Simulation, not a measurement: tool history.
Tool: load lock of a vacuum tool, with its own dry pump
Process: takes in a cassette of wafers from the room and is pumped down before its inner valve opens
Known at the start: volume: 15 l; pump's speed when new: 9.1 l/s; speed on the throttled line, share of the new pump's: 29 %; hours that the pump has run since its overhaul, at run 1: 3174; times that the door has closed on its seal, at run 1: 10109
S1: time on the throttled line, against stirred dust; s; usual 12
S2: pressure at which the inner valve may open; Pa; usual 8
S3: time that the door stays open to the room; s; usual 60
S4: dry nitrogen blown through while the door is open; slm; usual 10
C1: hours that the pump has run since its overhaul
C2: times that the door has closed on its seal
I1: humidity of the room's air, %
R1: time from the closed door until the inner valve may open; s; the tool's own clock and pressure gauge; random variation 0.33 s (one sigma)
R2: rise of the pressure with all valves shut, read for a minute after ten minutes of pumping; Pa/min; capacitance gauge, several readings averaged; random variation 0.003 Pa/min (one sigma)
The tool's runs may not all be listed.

{"run": 1, "hour": 0.0, "S1": 12, "S2": 8, "S3": 60, "S4": 10, "C1": 3174, "C2": 10109, "I1": 43.9, "R1": 25, "R2": 0.201}
{"run": 2, "hour": 214.1, "S1": 12, "S2": 8, "S3": 60, "S4": 10, "C1": 3388, "C2": 10791, "I1": 39.4, "R1": 25.5, "R2": 0.208}
{"run": 3, "hour": 371.4, "S1": 12, "S2": 8, "S3": 60, "S4": 10, "C1": 3545, "C2": 11292, "I1": 41.4, "R1": 25.4, "R2": 0.227}
{"run": 4, "hour": 525.1, "S1": 12, "S2": 8, "S3": 63, "S4": 10, "C1": 3699, "C2": 11782, "I1": 41.8, "R1": 25.3, "R2": 0.232}
{"run": 5, "hour": 750.5, "S1": 12, "S2": 8, "S3": 63, "S4": 10, "C1": 3924, "C2": 12499, "I1": 44.6, "R1": 25.3, "R2": 0.252}
{"run": 6, "hour": 921.4, "S1": 12, "S2": 8, "S3": 60, "S4": 10, "C1": 4095, "C2": 13044, "I1": 45.3, "R1": 25.6, "R2": 0.268}
{"run": 7, "hour": 1146.0, "S1": 12, "S2": 8, "S3": 60, "S4": 11, "C1": 4320, "C2": 13759, "I1": 47.9, "R1": 25.6, "R2": 0.283}
{"run": 8, "hour": 1349.2, "S1": 12, "S2": 8, "S3": 60, "S4": 10, "C1": 4523, "C2": 14406, "I1": 45.5, "R1": 25.5, "R2": 0.303}
{"run": 9, "hour": 1532.2, "S1": 12, "S2": 8, "S3": 60, "S4": 10, "C1": 4706, "C2": 14989, "I1": 43.2, "R1": 25, "R2": 0.311}
{"run": 10, "hour": 1730.8, "S1": 12, "S2": 8, "S3": 60, "S4": 10, "C1": 4905, "C2": 15622, "I1": 45.8, "R1": 25.6, "R2": 0.326}
{"run": 11, "hour": 1874.9, "S1": 12, "S2": 8, "S3": 60, "S4": 10, "C1": 5049, "C2": 16081, "I1": 47, "R1": 25.5, "R2": 0.341}
{"run": 12, "hour": 2006.3, "S1": 12, "S2": 8, "S3": 60, "S4": 16, "C1": 5180, "C2": 16499, "I1": 47.5, "R1": 25.6, "R2": 0.359}

Forecast run 13:
{"run": 13, "hour": 2216.5, "S1": 12, "S2": 8, "S3": 160, "S4": 16, "C1": 5390, "C2": 17169, "I1": 48.9, "R1": "?", "R2": "?"}

Run 13 gave R1 24.9 s, R2 0.398 Pa/min.
Without the tool's hidden state the same run would have given R1 23.8 s, R2 0.068 Pa/min.
